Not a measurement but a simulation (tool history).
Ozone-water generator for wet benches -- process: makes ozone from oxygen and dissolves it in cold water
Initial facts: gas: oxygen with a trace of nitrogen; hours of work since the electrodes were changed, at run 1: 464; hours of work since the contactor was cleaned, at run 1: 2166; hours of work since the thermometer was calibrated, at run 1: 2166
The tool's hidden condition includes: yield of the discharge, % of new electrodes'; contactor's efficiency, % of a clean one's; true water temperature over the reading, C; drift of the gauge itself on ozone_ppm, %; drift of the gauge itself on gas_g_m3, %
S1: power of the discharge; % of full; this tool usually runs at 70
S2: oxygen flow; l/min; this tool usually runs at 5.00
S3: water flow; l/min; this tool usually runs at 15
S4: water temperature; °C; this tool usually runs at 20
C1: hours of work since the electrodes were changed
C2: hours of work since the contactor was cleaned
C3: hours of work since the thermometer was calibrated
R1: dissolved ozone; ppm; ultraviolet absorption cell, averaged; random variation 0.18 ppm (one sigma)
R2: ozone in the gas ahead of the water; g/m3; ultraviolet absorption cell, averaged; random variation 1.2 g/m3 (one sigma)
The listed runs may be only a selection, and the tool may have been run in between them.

run 1 day=0.000 | S1=70 S2=5.00 S3=15 S4=20 | C1=464 C2=2166 C3=2166 | R1=24.8 R2=216.1
run 2 day=2.242 | S1=70 S2=5.00 S3=15 S4=23 | C1=507 C2=2210 C3=2210 | R1=23.4 R2=214.2
run 3 day=4.204 | S1=70 S2=2.75 S3=15 S4=20 | C1=545 C2=2248 C3=2248 | R1=26.9 R2=328.8
run 4 day=7.479 | S1=70 S2=3.57 S3=15 S4=20 | C1=608 C2=2311 C3=2311 | R1=26.1 R2=272.1
run 5 day=9.421 | S1=70 S2=3.57 S3=15 S4=20 | C1=645 C2=2348 C3=2348 | R1=26.1 R2=272.8
run 6 day=12.454 | S1=70 S2=3.57 S3=15 S4=20 | C1=704 C2=2407 C3=2407 | R1=26.6 R2=273.1
run 7 day=15.008 | S1=70 S2=3.57 S3=15 S4=20 | C1=753 C2=2456 C3=2456 | R1=26.3 R2=272.9
run 8 day=17.988 | S1=70 S2=3.57 S3=15 S4=18 | C1=811 C2=2513 C3=2513 | R1=26.7 R2=273.8
run 9 day=20.767 | S1=70 S2=3.57 S3=15 S4=18 | C1=864 C2=2567 C3=2567 | R1=27.0 R2=269.5
run 10 day=22.675 | S1=72 S2=5.00 S3=15 S4=20 | C1=901 C2=2604 C3=2604 | R1=25.2 R2=219.3
run 11 day=27.075 | S1=70 S2=8.52 S3=15 S4=20 | C1=986 C2=2688 C3=2688 | R1=20.8 R2=148.6
run 12 day=29.212 | S1=70 S2=8.52 S3=15 S4=20 | C1=1027 C2=2730 C3=2730 | R1=21.2 R2=148.8
run 13 day=31.208 | S1=70 S2=8.52 S3=15 S4=20 | C1=1066 C2=2768 C3=2768 | R1=21.2 R2=146.8
run 14 day=34.583 | S1=70 S2=8.52 S3=15 S4=20 | C1=1131 C2=2833 C3=2833 | R1=20.9 R2=147.9
run 15 day=36.617 | S1=70 S2=8.52 S3=15 S4=20 | C1=1170 C2=2873 C3=2873 | R1=20.8 R2=146.1
run 16 day=40.812 | S1=70 S2=8.52 S3=15 S4=20 | C1=1251 C2=2953 C3=2953 | R1=21.1 R2=148.1
run 17 day=44.771 | S1=70 S2=8.52 S3=15 S4=20 | C1=1327 C2=3030 C3=3030 | R1=21.1 R2=146.8
run 18 day=47.554 | S1=70 S2=5.92 S3=12 S4=20 | C1=1381 C2=3083 C3=3083 | R1=27.6 R2=188.0
run 19 day=51.075 | S1=70 S2=6.09 S3=12 S4=20 | C1=1449 C2=3151 C3=3151 | R1=27.2 R2=185.5
run 20 day=54.154 | S1=70 S2=5.32 S3=20 S4=20 | C1=1508 C2=3211 C3=3211 | R1=19.0 R2=205.2
run 21 day=57.733 | S1=70 S2=5.32 S3=20 S4=20 | C1=1577 C2=3280 C3=3280 | R1=19.0 R2=202.4
run 22 day=59.675 | S1=41 S2=4.67 S3=14 S4=20 | C1=1614 C2=3317 C3=3317 | R1=18.3 R2=157.3
run 23 day=62.250 | S1=98 S2=2.89 S3=15 S4=20 | C1=1664 C2=3367 C3=3367 | R1=33.0 R2=386.9
run 24 day=65.754 | S1=98 S2=2.89 S3=15 S4=20 | C1=1732 C2=3434 C3=3434 | R1=33.6 R2=386.9
run 25 day=68.788 | S1=85 S2=2.89 S3=15 S4=17 | C1=1790 C2=3493 C3=3493 | R1=31.7 R2=354.8
run 26 day=73.038 | S1=50 S2=4.78 S3=15 S4=17 | C1=1872 C2=3575 C3=3575 | R1=21.1 R2=176.0
run 27 day=75.250 | S1=70 S2=6.82 S3=22 S4=20 | C1=1915 C2=3617 C3=3617 | R1=16.6 R2=172.1
run 28 day=79.388 | S1=70 S2=5.00 S3=21 S4=24 | C1=1994 C2=3697 C3=3697 | R1=17.3 R2=214.1
run 29 day=82.246 | S1=44 S2=5.00 S3=15 S4=14 | C1=2050 C2=3752 C3=3752 | R1=19.9 R2=157.0

Expected results for the next run?
run 30 day=86.625 | S1=92 S2=5.26 S3=15 S4=16 | C1=2134 C2=3837 C3=3837 | R1=? R2=?

{"run 30": {"R1": 31.3, "R2": 244.6}}
The same run, on a tool lacking any hidden state, would have yielded R1 31.3 ppm, R2 249.8 g/m3.
